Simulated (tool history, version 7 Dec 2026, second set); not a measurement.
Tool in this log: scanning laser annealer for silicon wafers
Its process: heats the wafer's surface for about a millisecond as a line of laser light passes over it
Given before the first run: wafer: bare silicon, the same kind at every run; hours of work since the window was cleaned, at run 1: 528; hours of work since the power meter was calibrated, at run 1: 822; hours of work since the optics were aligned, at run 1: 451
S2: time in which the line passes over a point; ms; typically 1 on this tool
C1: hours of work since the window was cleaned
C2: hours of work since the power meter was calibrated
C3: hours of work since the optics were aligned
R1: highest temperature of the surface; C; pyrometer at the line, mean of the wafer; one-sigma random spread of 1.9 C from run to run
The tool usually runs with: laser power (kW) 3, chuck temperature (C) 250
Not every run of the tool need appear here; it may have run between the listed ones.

{"run": 1, "day": 0.0, "laser power (kW)": 3, "S2": 1, "chuck temperature (C)": 250, "C1": 528, "C2": 822, "C3": 451, "R1": 1101}
{"run": 2, "day": 1.671, "laser power (kW)": 3, "S2": 1, "chuck temperature (C)": 250, "C1": 555, "C2": 849, "C3": 478, "R1": 1099}
{"run": 3, "day": 4.275, "laser power (kW)": 3, "S2": 1, "chuck temperature (C)": 250, "C1": 596, "C2": 890, "C3": 519, "R1": 1097}
{"run": 4, "day": 6.858, "laser power (kW)": 3, "S2": 1, "chuck temperature (C)": 250, "C1": 636, "C2": 930, "C3": 559, "R1": 1096}
{"run": 5, "day": 9.421, "laser power (kW)": 3, "S2": 0.92, "chuck temperature (C)": 250, "C1": 677, "C2": 971, "C3": 600, "R1": 1060}
{"run": 6, "day": 12.096, "laser power (kW)": 3, "S2": 0.92, "chuck temperature (C)": 250, "C1": 719, "C2": 1013, "C3": 642, "R1": 1060}
{"day": 13.625, "done": "window over the wafer cleaned"}
{"run": 7, "day": 14.862, "laser power (kW)": 3, "S2": 0.92, "chuck temperature (C)": 250, "C1": 19, "C2": 1055, "C3": 684, "R1": 1063}
{"run": 8, "day": 16.25, "laser power (kW)": 2.904, "S2": 0.92, "chuck temperature (C)": 250, "C1": 41, "C2": 1077, "C3": 706, "R1": 1035}
{"run": 9, "day": 17.679, "laser power (kW)": 2.904, "S2": 0.92, "chuck temperature (C)": 250, "C1": 64, "C2": 1099, "C3": 728, "R1": 1033}
{"run": 10, "day": 19.504, "laser power (kW)": 2.904, "S2": 0.99, "chuck temperature (C)": 250, "C1": 92, "C2": 1128, "C3": 757, "R1": 1066}
{"run": 11, "day": 21.492, "laser power (kW)": 3, "S2": 1, "chuck temperature (C)": 250, "C1": 124, "C2": 1159, "C3": 788, "R1": 1099}
{"run": 12, "day": 24.417, "laser power (kW)": 3, "S2": 1, "chuck temperature (C)": 250, "C1": 170, "C2": 1205, "C3": 834, "R1": 1097}
{"run": 13, "day": 27.212, "laser power (kW)": 3.284, "S2": 1, "chuck temperature (C)": 250, "C1": 214, "C2": 1249, "C3": 878, "R1": 1181}
{"run": 14, "day": 28.938, "laser power (kW)": 2.728, "S2": 1, "chuck temperature (C)": 250, "C1": 241, "C2": 1277, "C3": 906, "R1": 1023}
{"run": 15, "day": 30.596, "laser power (kW)": 2.846, "S2": 0.87, "chuck temperature (C)": 260, "C1": 267, "C2": 1303, "C3": 932, "R1": 1007}
{"run": 16, "day": 33.025, "laser power (kW)": 2.846, "S2": 0.79, "chuck temperature (C)": 260, "C1": 305, "C2": 1341, "C3": 970, "R1": 966}
{"run": 17, "day": 36.275, "laser power (kW)": 3, "S2": 1.07, "chuck temperature (C)": 263, "C1": 356, "C2": 1392, "C3": 1021, "R1": 1143}
{"run": 18, "day": 37.862, "laser power (kW)": 2.696, "S2": 1.07, "chuck temperature (C)": 254, "C1": 381, "C2": 1417, "C3": 1046, "R1": 1045}
{"run": 19, "day": 40.392, "laser power (kW)": 3.177, "S2": 0.7, "chuck temperature (C)": 287, "C1": 421, "C2": 1457, "C3": 1086, "R1": 1025}
{"run": 20, "day": 42.325, "laser power (kW)": 2.696, "S2": 1, "chuck temperature (C)": 250, "C1": 452, "C2": 1487, "C3": 1116, "R1": 1011}
{"run": 21, "day": 45.671, "laser power (kW)": 3.19, "S2": 1, "chuck temperature (C)": 250, "C1": 504, "C2": 1540, "C3": 1169, "R1": 1152}
{"run": 22, "day": 47.312, "laser power (kW)": 3, "S2": 0.87, "chuck temperature (C)": 212, "C1": 530, "C2": 1566, "C3": 1195, "R1": 997}
{"run": 23, "day": 50.662, "laser power (kW)": 3.299, "S2": 1, "chuck temperature (C)": 276, "C1": 583, "C2": 1618, "C3": 1247, "R1": 1204}
{"run": 24, "day": 53.983, "laser power (kW)": 2.708, "S2": 0.82, "chuck temperature (C)": 217, "C1": 635, "C2": 1671, "C3": 1300, "R1": 903}
{"run": 25, "day": 56.571, "laser power (kW)": 3.247, "S2": 0.82, "chuck temperature (C)": 217, "C1": 676, "C2": 1711, "C3": 1340, "R1": 1040}
{"run": 26, "day": 59.067, "laser power (kW)": 2.9, "S2": 1.01, "chuck temperature (C)": 266, "C1": 715, "C2": 1751, "C3": 1380, "R1": 1090}
{"day": 60.217, "done": "optics aligned, line set to its width"}
{"day": 60.975, "done": "window over the wafer cleaned"}
{"run": 27, "day": 62.546, "laser power (kW)": 2.633, "S2": 1.02, "chuck temperature (C)": 243, "C1": 25, "C2": 1801, "C3": 35, "R1": 999}
{"run": 28, "day": 65.767, "laser power (kW)": 2.625, "S2": 1.16, "chuck temperature (C)": 243, "C1": 75, "C2": 1852, "C3": 86, "R1": 1056}

Describe how what the log doesn't record of the tool's condition differs between the last listed run preceding each entry between runs and the first listed run following it.
Between runs 6 and 7: window over the wafer cleaned (day 13.625)
  light that passes the window, % of a clean one's: 99.82 -> 99.98
Between runs 26 and 27: optics aligned, line set to its width (day 60.217); window over the wafer cleaned (day 60.975)
  light that passes the window, % of a clean one's: 99.84 -> 100; width of the line over the set one, %: 0.12 -> 0.01
